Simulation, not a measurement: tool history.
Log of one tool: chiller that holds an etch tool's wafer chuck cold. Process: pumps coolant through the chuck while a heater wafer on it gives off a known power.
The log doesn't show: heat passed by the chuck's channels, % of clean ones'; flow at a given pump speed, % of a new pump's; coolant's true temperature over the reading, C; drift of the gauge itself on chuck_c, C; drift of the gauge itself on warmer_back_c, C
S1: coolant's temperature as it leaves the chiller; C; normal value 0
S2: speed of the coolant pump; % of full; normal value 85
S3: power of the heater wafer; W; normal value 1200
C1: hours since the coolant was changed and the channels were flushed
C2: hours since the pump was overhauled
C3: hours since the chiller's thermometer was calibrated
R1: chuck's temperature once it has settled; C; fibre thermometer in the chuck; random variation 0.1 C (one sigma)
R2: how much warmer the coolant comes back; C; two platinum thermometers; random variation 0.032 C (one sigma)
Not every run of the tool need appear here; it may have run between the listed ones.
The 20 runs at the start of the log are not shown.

{"run": 21, "hour": 1673.9, "S1": 3, "S2": 85, "S3": 712, "C1": 8566, "C2": 677, "C3": 771, "R1": 10.5, "R2": 2.14}
{"run": 22, "hour": 1763.2, "S1": 8, "S2": 72, "S3": 913, "C1": 8655, "C2": 766, "C3": 860, "R1": 19.2, "R2": 3.37}
{"run": 23, "hour": 1813.1, "S1": 8, "S2": 72, "S3": 913, "C1": 8705, "C2": 816, "C3": 910, "R1": 19, "R2": 3.34}
{"run": 24, "hour": 1900.5, "S1": 3, "S2": 66, "S3": 913, "C1": 8793, "C2": 903, "C3": 997, "R1": 14.9, "R2": 3.71}
{"hour": 1974.6, "done": "coolant changed, channels flushed"}
{"run": 25, "hour": 2021.0, "S1": 9, "S2": 85, "S3": 912, "C1": 46, "C2": 1018, "C3": 1112, "R1": 17.7, "R2": 2.76}
{"run": 26, "hour": 2114.1, "S1": -5, "S2": 85, "S3": 762, "C1": 140, "C2": 1111, "C3": 1205, "R1": 2.4, "R2": 2.33}
{"run": 27, "hour": 2171.3, "S1": -5, "S2": 85, "S3": 762, "C1": 197, "C2": 1168, "C3": 1262, "R1": 2.3, "R2": 2.24}
{"run": 28, "hour": 2256.0, "S1": -5, "S2": 85, "S3": 762, "C1": 281, "C2": 1253, "C3": 1347, "R1": 2.1, "R2": 2.26}
{"run": 29, "hour": 2307.6, "S1": -6, "S2": 88, "S3": 1200, "C1": 333, "C2": 1304, "C3": 1399, "R1": 4.9, "R2": 3.52}
{"run": 30, "hour": 2398.7, "S1": -6, "S2": 88, "S3": 1200, "C1": 424, "C2": 1396, "C3": 1490, "R1": 5.1, "R2": 3.53}
{"run": 31, "hour": 2516.2, "S1": -6, "S2": 88, "S3": 1200, "C1": 542, "C2": 1513, "C3": 1607, "R1": 5.2, "R2": 3.54}
{"run": 32, "hour": 2585.5, "S1": -6, "S2": 88, "S3": 662, "C1": 611, "C2": 1582, "C3": 1676, "R1": 0.1, "R2": 1.94}
{"run": 33, "hour": 2686.2, "S1": -6, "S2": 88, "S3": 662, "C1": 712, "C2": 1683, "C3": 1777, "R1": 0, "R2": 2.05}

What if the next run were any one of these 3? Each begins from the tool's condition after run 33:
{"run": "A", "hour": 2769.1, "S1": 1, "S2": 81, "S3": 904, "C1": 795, "C2": 1766, "C3": 1860, "R1": "?", "R2": "?"}
{"run": "B", "hour": 2769.1, "S1": -6, "S2": 87, "S3": 662, "C1": 795, "C2": 1766, "C3": 1860, "R1": "?", "R2": "?"}
{"run": "C", "hour": 2769.1, "S1": -5, "S2": 85, "S3": 1200, "C1": 795, "C2": 1766, "C3": 1860, "R1": "?", "R2": "?"}

run=A R1=10 R2=2.91
run=B R1=0.1 R2=1.96
run=C R1=6.5 R2=3.71
With the hidden condition removed and each run's random variation left untouched, the same runs would have given:
run=A R1=9.8 R2=2.84
run=B R1=0.1 R2=1.92
run=C R1=6.3 R2=3.63
